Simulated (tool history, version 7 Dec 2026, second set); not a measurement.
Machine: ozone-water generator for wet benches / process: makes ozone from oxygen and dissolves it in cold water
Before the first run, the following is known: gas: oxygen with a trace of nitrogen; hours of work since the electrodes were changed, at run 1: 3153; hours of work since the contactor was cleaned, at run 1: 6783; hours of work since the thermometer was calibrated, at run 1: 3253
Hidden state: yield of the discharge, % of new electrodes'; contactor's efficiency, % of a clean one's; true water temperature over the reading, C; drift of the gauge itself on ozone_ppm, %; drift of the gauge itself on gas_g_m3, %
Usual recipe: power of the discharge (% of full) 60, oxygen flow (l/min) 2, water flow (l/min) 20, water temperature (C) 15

run    hour  power of the discharge (% of full)  oxygen flow (l/min)  water flow (l/min)  water temperature (C)  hours of work since the electrodes were changed  hours of work since the contactor was cleaned  hours of work since the thermometer was calibrated  dissolved ozone (ppm)  ozone in the gas ahead of the water (g/m3)
  1       0                                  60                    2                  20                     15                                             3153                                           6783                                                3253                   11.1                                       173.9
  2    92.6                                  60                    2                  20                     15                                             3215                                           6845                                                3315                   10.9                                       175.2
  3   208.6                                  60                 1.21                  20                     15                                             3292                                           6922                                                3393                    9.9                                       238.9
  4     299                                  60                 1.21                  20                     15                                             3353                                           6983                                                3453                   10.1                                         237
  5     422                                  60                 1.21                  20                     15                                             3435                                           7065                                                3535                    9.9                                         240
  6   489.8                                  60                 1.21                  20                     15                                             3480                                           7110                                                3580                   10.1                                         237
  7   548.9                                  60                 1.21                  20                     15                                             3520                                           7150                                                3620                     10                                         236
  8   637.5                                  60                 1.58                  20                     15                                             3579                                           7209                                                3679                   10.7                                       199.6
  9   731.3                                  60                 1.58                  20                     15                                             3641                                           7271                                                3742                   10.6                                       200.5
 10   828.6                                  60                 1.58                  20                     15                                             3706                                           7336                                                3806                   10.7                                       200.9
 11   955.5                                  60                 1.58                  20                     15                                             3791                                           7421                                                3891                   10.7                                       199.2
 12  1014.8                                  48                    2                  20                     15                                             3831                                           7461                                                3931                    9.3                                       144.1
 13  1078.9                                  48                    2                  20                     15                                             3873                                           7503                                                3974                    9.3                                       144.1
 14  1141.2                                  48                    2                  20                     15                                             3915                                           7545                                                4015                    9.3                                       141.5
     1246.3  -- water thermometer calibrated
 15  1246.3                                  60                    2                  22                     15                                             3985                                           7615                                                   0                   10.2                                       172.9
 16  1352.6                                  60                 1.12                  22                     15                                             4056                                           7686                                                  71                    9.2                                       246.6
 17  1484.8                                  60                    2                  20                     15                                             4144                                           7774                                                 159                     11                                       170.1
 18  1585.6                                  60                    2                  20                     15                                             4211                                           7841                                                 226                     11                                       172.5
 19  1716.4                                  52                 1.88                  16                     18                                             4298                                           7929                                                 314                   11.6                                       159.5
 20  1819.1                                  72                 1.21                  28                     18                                             4367                                           7997                                                 382                      8                                       272.7
 21  1928.7                                  72                 1.21                  28                      8                                             4440                                           8070                                                 455                    8.3                                       269.2
 22  2041.3                                  89                 1.21                  28                     12                                             4515                                           8145                                                 531                    9.9                                       324.4
 23  2121.9                                  54                    2                  14                     15                                             4569                                           8199                                                 584                   13.8                                       155.8
 24  2226.3                                  54                 1.34                  32                     15                                             4639                                           8269                                                 654                    5.7                                       200.6
 25  2359.7                                  54                 2.66                  32                     15                                             4728                                           8358                                                 743                    6.7                                       132.4
 26  2425.8                                  54                 2.66                  17                     18                                             4772                                           8402                                                 787                   11.8                                       130.5
 27  2517.9                                  54                 2.66                  17                     18                                             4833                                           8463                                                 849                   11.6                                       130.5
 28    2595                                  54                 2.66                  17                     18                                             4885                                           8515                                                 900                   11.8                                       128.6
 29  2728.7                                  55                  2.3                  15                      7                                             4974                                           8604                                                 989                   14.2                                       146.8
 30  2847.5                                  55                  2.3                  14                      9                                             5053                                           8683                                                1069                   15.3                                         145
 31  2927.3                                  61                 1.41                  14                      9                                             5107                                           8737                                                1122                   15.2                                         214
 32  3022.4                                  60                    2                  32                      7                                             5170                                           8800                                                1185                    7.3                                       170.3
 33  3087.3                                  60                    2                  32                      7                                             5213                                           8843                                                1229                    7.1                                       168.8
     3138.4  -- contactor cleaned
 34  3188.8                                  60                    2                  20                      7                                             5279                                             34                                                1294                   11.7                                       170.3

Some steps in ozone in the gas ahead of the water (g/m3) between neighbouring runs. How much of each would the tool show without its hidden state too (settings, what came in, random variation), and how much is left for the hidden state, with any gauge scatter that isn't in both results?
Run 16 -> 17: oxygen flow (l/min) 1.12 -> 2, water flow (l/min) 22 -> 20. ozone in the gas ahead of the water (g/m3) -76.5: hidden state +0.8, all else -77.3.
Run 19 -> 20: power of the discharge (% of full) 52 -> 72, oxygen flow (l/min) 1.88 -> 1.21, water flow (l/min) 16 -> 28. ozone in the gas ahead of the water (g/m3) +113.2: hidden state -2.1, all else +115.3.
Run 22 -> 23: power of the discharge (% of full) 89 -> 54, oxygen flow (l/min) 1.21 -> 2, water flow (l/min) 28 -> 14, water temperature (C) 12 -> 15. ozone in the gas ahead of the water (g/m3) -168.6: hidden state +3.2, all else -171.8.
Run 30 -> 31: power of the discharge (% of full) 55 -> 61, oxygen flow (l/min) 2.3 -> 1.41. ozone in the gas ahead of the water (g/m3) +69: hidden state -2, all else +71.
